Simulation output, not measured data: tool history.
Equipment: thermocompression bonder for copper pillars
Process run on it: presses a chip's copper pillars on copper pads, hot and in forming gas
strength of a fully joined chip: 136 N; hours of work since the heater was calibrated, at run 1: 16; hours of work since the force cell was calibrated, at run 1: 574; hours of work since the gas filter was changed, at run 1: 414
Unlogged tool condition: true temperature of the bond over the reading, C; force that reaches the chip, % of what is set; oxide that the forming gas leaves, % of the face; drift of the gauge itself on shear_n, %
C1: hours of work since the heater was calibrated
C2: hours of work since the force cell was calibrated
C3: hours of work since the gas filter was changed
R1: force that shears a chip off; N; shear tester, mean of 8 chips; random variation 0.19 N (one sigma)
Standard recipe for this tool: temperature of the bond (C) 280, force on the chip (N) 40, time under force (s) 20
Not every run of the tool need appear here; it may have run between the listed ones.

run 1 hour=0 | temperature_of_the_bond_(C)=280 force_on_the_chip_(N)=40 time_under_force_(s)=20 | C1=16 C2=574 C3=414 | R1=75.8
run 2 hour=6.6 | temperature_of_the_bond_(C)=280 force_on_the_chip_(N)=40 time_under_force_(s)=20 | C1=20 C2=579 C3=418 | R1=75.9
run 3 hour=12.5 | temperature_of_the_bond_(C)=280 force_on_the_chip_(N)=40 time_under_force_(s)=20 | C1=25 C2=583 C3=423 | R1=75.8
run 4 hour=19.2 | temperature_of_the_bond_(C)=280 force_on_the_chip_(N)=40 time_under_force_(s)=20 | C1=29 C2=588 C3=427 | R1=75.5
run 5 hour=28.4 | temperature_of_the_bond_(C)=280 force_on_the_chip_(N)=40 time_under_force_(s)=20 | C1=36 C2=594 C3=434 | R1=75.8
-- hour=31.2 forming gas filter changed
run 6 hour=38.7 | temperature_of_the_bond_(C)=308 force_on_the_chip_(N)=40 time_under_force_(s)=20 | C1=43 C2=601 C3=5 | R1=101.1
run 7 hour=46.4 | temperature_of_the_bond_(C)=308 force_on_the_chip_(N)=40 time_under_force_(s)=20 | C1=48 C2=607 C3=11 | R1=101.6
run 8 hour=54.1 | temperature_of_the_bond_(C)=280 force_on_the_chip_(N)=28 time_under_force_(s)=28 | C1=54 C2=612 C3=16 | R1=73.6
run 9 hour=59.8 | temperature_of_the_bond_(C)=280 force_on_the_chip_(N)=28 time_under_force_(s)=28 | C1=58 C2=616 C3=20 | R1=73.2
run 10 hour=67.5 | temperature_of_the_bond_(C)=265 force_on_the_chip_(N)=39 time_under_force_(s)=11 | C1=63 C2=622 C3=26 | R1=53.8
run 11 hour=77.3 | temperature_of_the_bond_(C)=290 force_on_the_chip_(N)=40 time_under_force_(s)=20 | C1=70 C2=629 C3=33 | R1=87.8

Here are 5 independent what-if runs from the current tool condition. What would each one return?
run A hour=83.7 | temperature_of_the_bond_(C)=253 force_on_the_chip_(N)=44 time_under_force_(s)=20 | C1=75 C2=633 C3=37 | R1=?
run B hour=83.7 | temperature_of_the_bond_(C)=261 force_on_the_chip_(N)=40 time_under_force_(s)=36 | C1=75 C2=633 C3=37 | R1=?
run C hour=83.7 | temperature_of_the_bond_(C)=280 force_on_the_chip_(N)=40 time_under_force_(s)=32 | C1=75 C2=633 C3=37 | R1=?
run D hour=83.7 | temperature_of_the_bond_(C)=280 force_on_the_chip_(N)=28 time_under_force_(s)=20 | C1=75 C2=633 C3=37 | R1=?
run E hour=83.7 | temperature_of_the_bond_(C)=290 force_on_the_chip_(N)=54 time_under_force_(s)=31 | C1=75 C2=633 C3=37 | R1=?

run=A R1=62
run=B R1=78.5
run=C R1=91.6
run=D R1=65.4
run=E R1=109.7
Without the tool's unlogged condition, the same runs would have read:
run=A R1=63.6
run=B R1=80.4
run=C R1=93.7
run=D R1=67.2
run=E R1=111.7
